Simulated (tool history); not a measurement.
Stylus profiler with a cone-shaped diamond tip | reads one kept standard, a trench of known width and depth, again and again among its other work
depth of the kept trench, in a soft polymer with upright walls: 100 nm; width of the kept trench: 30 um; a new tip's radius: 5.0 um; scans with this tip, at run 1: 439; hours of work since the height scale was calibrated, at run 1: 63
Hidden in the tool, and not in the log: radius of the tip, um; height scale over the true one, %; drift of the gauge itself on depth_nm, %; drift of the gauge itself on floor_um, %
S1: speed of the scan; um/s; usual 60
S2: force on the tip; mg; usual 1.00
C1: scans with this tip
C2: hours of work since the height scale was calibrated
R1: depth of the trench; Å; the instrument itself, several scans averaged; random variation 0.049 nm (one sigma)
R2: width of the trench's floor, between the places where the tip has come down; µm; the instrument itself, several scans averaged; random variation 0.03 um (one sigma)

run   hour   S1    S2    C1   C2      R1     R2
  1    0.0   60  1.00   439   63  1003.8  27.55
  2   18.0   60  1.00   493   71  1003.2  27.55
  3   34.6   60  1.00   543   78  1003.8  27.55
  4   52.8   60  1.00   597   86  1003.4  27.53
  5   69.5   60  1.00   647   93  1003.9  27.52
  6   84.3   60  1.00   691   99  1004.0  27.50
  7  102.3   60  1.00   745  107  1004.1  27.58
  8  111.8   60  2.53   773  111  1006.3  27.68
  9  131.5   60  0.48   832  120  1002.3  27.35
 10  146.8   60  0.48   878  126  1002.3  27.35
 11  166.4   60  0.48   936  134  1002.3  27.33
 12  182.7   60  0.48   985  142  1002.1  27.29
 13  201.2   60  1.00  1040  149  1004.6  27.53
 14  219.2   60  1.00  1094  157  1003.6  27.47
 15  228.0   60  1.00  1120  161  1003.6  27.52
 16  247.0   60  1.00  1177  169  1004.2  27.47
     248.7  -- height scale calibrated on a step standard
 17  256.6   60  1.00  1204    3  1004.1  27.52
 18  268.3   85  2.67  1239    8  1007.6  27.54
 19  288.8   60  1.28  1300   17  1005.0  27.51
     309.3  -- height scale calibrated on a step standard, once more
 20  309.5   45  0.87  1360    0  1003.0  27.50
 21  323.5  153  1.41  1402    6  1004.2  26.96
 22  342.4  153  1.41  1458   14  1003.4  26.94
 23  357.9  153  1.41  1505   21  1003.0  26.99
 24  375.7  153  1.41  1558   28  1004.1  26.94
 25  393.9  153  1.41  1612   36  1003.7  27.00
 26  411.5   20  1.24  1665   44  1002.7  27.82
 27  431.2   92  0.53  1724   52  1001.9  26.95
 28  445.8   92  0.53  1767   59  1002.3  27.03
 29  455.3   26  0.46  1796   63  1001.7  27.60
 30  468.3   26  0.46  1834   68  1001.2  27.66

Measured less the same run without the tool's hidden state. The same run-to-run variation is in both; the gauge's scatter may not be:
run    R1     R2
  1  +0.3  -0.03
  2  +0.4  -0.03
  3  +0.3  -0.04
  4  +0.4  -0.04
  5  +0.4  -0.05
  6  +0.4  -0.05
  7  +0.4  -0.05
  8  +0.5  -0.05
  9  +0.5  -0.05
 10  +0.5  -0.05
 11  +0.5  -0.06
 12  +0.5  -0.06
 13  +0.6  -0.07
 14  +0.6  -0.08
 15  +0.6  -0.08
 16  +0.6  -0.08
 17  +0.9  -0.08
 18  +0.9  -0.08
 19  +0.9  -0.08
 20  -0.5  -0.09
 21  -0.5  -0.09
 22  -0.6  -0.10
 23  -0.5  -0.10
 24  -0.5  -0.11
 25  -0.4  -0.11
 26  -0.4  -0.11
 27  -0.4  -0.11
 28  -0.5  -0.12
 29  -0.4  -0.12
 30  -0.4  -0.13
